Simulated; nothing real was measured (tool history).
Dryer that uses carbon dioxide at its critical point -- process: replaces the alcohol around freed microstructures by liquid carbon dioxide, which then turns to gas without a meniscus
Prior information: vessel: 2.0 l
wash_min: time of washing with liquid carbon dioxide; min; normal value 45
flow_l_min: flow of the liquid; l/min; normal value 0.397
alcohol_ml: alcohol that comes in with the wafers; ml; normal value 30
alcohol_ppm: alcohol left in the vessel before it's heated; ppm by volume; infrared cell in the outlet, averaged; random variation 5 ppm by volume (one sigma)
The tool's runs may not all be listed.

run     day  wash_min  flow_l_min  alcohol_ml  alcohol_ppm
  1       0        45       0.397          30          143
  2   2.688        45       0.397          30          147
  3   4.817        45       0.397          30          151
  4   6.208        45       0.397          30          163
  5    7.65        46       0.397          30          160
  6   9.629        46       0.397          30          168
  7  12.412        46       0.397          30          169
  8  13.646        46       0.397          30          166
  9  16.288        46       0.397          30          170
 10  17.667        46       0.397          30          176
 11  20.554        46       0.397          30          198
 12  21.929        68       0.397          30          169
 13  23.338        45       0.397          27          193
 14  25.438        45       0.397          30          205
 15  27.112        45       0.397          30          213
 16  28.754        45       0.397          30          217
 17  29.988        45       0.397          30          222
 18  31.892        45       0.397          30          231
 19  34.279        45       0.397          30          218
 20  37.229        45       0.549          30          207
 21  39.062        45       0.549          30          215
 22  40.921        45       0.549          30          218
 23  42.233        45       0.549          30          227
 24  44.692        45       0.549          30           11
 25  46.629        45       0.549          30           15
 26  48.508        43        0.24          30          397
 27  49.938        45        0.34          63          179
 28  51.838        28       0.332          72         1516
 29  54.596        27       0.264          23         1042
 30  55.929        48       0.358         105          211
 31   58.85        39       0.324          30          173
 32  61.083        39       0.324          30          196
 33  62.546        39       0.324          30          203
 34  65.238        45       0.276          34          249
 35  67.538        45       0.276          34          271
 36  70.421        67       0.547          71           88
 37  72.192        70       0.542          87           75
 38  73.471        70       0.542          87           78
 39  76.221        59       0.248          48          247
 40  78.212        59       0.248          48          272
 41    80.7        51       0.307          72          306
 42   82.95        29       0.477          30          210
 43  84.325        34       0.282          86         1364
 44  86.654        29       0.399          42          433
 45  88.025        45       0.262          26          293
 46  89.496        43       0.617          21          120
 47  91.396        45       0.397          57          189

Not shown here: 5 entries made in the log between runs. Locate each between two listed runs and compare the hidden state at the listed run before it with the hidden state at the listed run after it:
From run 6 to run 7: inlet filter changed (day 10.2)
  flow that reaches the vessel past the clogged filter, %: 88.7 -> 98.7; alcohol in the recycled carbon dioxide, ppm: 129.9 -> 137.9
  measured minus no-state result, alcohol_ppm: +146 -> +133 ppm by volume
From run 18 to run 19: inlet filter changed (day 34.279)
  flow that reaches the vessel past the clogged filter, %: 89.1 -> 100; alcohol in the recycled carbon dioxide, ppm: 189.2 -> 196
  measured minus no-state result, alcohol_ppm: +205 -> +192 ppm by volume
From run 23 to run 24: purifier's bed changed (day 44.067)
  flow that reaches the vessel past the clogged filter, %: 96 -> 95; alcohol in the recycled carbon dioxide, ppm: 217.5 -> 7
  measured minus no-state result, alcohol_ppm: +213 -> +3 ppm by volume
From run 30 to run 31: inlet filter changed (day 58.442)
  flow that reaches the vessel past the clogged filter, %: 89.7 -> 99.7; alcohol in the recycled carbon dioxide, ppm: 36.9 -> 44
  measured minus no-state result, alcohol_ppm: +113 -> +41 ppm by volume
From run 41 to run 42: inlet filter changed (day 82.521)
  flow that reaches the vessel past the clogged filter, %: 88.9 -> 99; alcohol in the recycled carbon dioxide, ppm: 102.5 -> 108.2
  measured minus no-state result, alcohol_ppm: +193 -> +109 ppm by volume
